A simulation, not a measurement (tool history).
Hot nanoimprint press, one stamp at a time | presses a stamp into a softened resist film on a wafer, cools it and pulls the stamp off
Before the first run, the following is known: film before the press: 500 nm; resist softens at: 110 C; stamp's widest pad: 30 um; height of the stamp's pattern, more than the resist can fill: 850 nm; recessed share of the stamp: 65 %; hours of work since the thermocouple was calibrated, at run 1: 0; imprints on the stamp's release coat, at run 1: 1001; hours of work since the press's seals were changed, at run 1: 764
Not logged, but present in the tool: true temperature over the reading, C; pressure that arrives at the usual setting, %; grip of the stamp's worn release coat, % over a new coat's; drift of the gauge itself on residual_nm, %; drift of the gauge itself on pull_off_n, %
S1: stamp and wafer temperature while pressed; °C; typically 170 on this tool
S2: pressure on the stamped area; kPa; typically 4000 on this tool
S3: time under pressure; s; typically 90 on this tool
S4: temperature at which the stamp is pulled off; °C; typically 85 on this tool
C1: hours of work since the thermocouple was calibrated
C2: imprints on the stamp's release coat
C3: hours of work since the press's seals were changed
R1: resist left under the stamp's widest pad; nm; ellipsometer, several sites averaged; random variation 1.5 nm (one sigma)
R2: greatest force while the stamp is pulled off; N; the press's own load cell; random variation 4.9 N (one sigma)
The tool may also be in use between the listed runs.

run	hour	S1	S2	S3	S4	C1	C2	C3	R1	R2
1	0	170	4000	90	85	0	1001	764	238.1	293
# hour 21.1: stamp cleaned and given a new release coat
2	51.9	170	4000	90	85	35	138	799	240.1	244
3	75.9	170	4000	90	85	53	246	817	239.7	248
4	103.6	170	4000	69	85	74	370	838	266.6	271
5	131.6	170	4000	69	85	95	496	859	265.3	260
6	180.1	158	4000	90	85	132	713	896	359.7	279
7	225.3	158	4460	90	85	167	916	931	353.6	284
# hour 264.8: stamp cleaned and given a new release coat
8	269.4	158	4460	90	85	195	20	960	352	235
9	306.7	170	4000	90	81	224	188	988	248.1	274
10	344.4	170	4000	90	81	252	357	1017	248.3	297
11	364.2	170	4000	90	85	267	445	1032	250.5	263
12	398.3	170	4000	90	80	293	598	1057	253.5	310
# hour 403.5: plate thermocouple calibrated
13	442.4	170	4000	90	85	30	783	1089	256.6	286
14	467.4	180	4000	90	85	49	895	1108	180.8	299
15	487.5	180	4000	90	85	64	985	1123	179.7	297
# hour 511.9: stamp cleaned and given a new release coat
# hour 517.1: plate thermocouple calibrated, once more
16	536.9	174	4000	90	85	15	99	1154	207.8	250
17	565.7	170	4000	166	80	37	228	1176	191.3	290
18	594.7	170	4000	166	80	59	358	1198	189.1	289
# hour 628.1: press's hydraulic seals changed and the load cell set to zero
19	644.8	170	2920	69	80	91	547	13	294.5	307
20	679.7	170	2920	69	80	117	703	39	292.6	309
21	706.2	172	5530	90	85	138	822	59	191.4	278
22	747	172	5530	90	85	169	1005	90	193	291
# hour 766.5: stamp cleaned and given a new release coat
23	792.3	180	3790	77	71	198	115	120	184.5	325
24	819.9	180	3920	77	81	219	239	141	181.6	280
25	850.5	161	4380	90	92	243	376	164	323.5	226
26	898.1	170	6190	73	85	279	589	201	221.2	269
27	923.9	172	6190	73	85	298	705	220	207.7	288
28	954.1	165	3240	67	72	321	840	243	346.6	378
29	978.2	165	3240	67	72	340	948	261	344.6	387

Consider 3 possible next runs. They are alternatives, not a sequence: every one starts from the tool as it was left by run 29. What does each give?
# hour 1011: stamp cleaned and given a new release coat
A	1019.1	165	4000	70	85	366	36	288	?	?
# hour 1011: stamp cleaned and given a new release coat
B	1019.1	165	3240	67	92	366	36	288	?	?
# hour 1011: stamp cleaned and given a new release coat
C	1019.1	173	4000	111	85	366	36	288	?	?

run	R1	R2
A	320.4	240
B	345.9	216
C	205.5	253
Without the tool's unlogged condition, the same runs would have read:
run	R1	R2
A	302.8	230
B	329.2	206
C	191.9	242

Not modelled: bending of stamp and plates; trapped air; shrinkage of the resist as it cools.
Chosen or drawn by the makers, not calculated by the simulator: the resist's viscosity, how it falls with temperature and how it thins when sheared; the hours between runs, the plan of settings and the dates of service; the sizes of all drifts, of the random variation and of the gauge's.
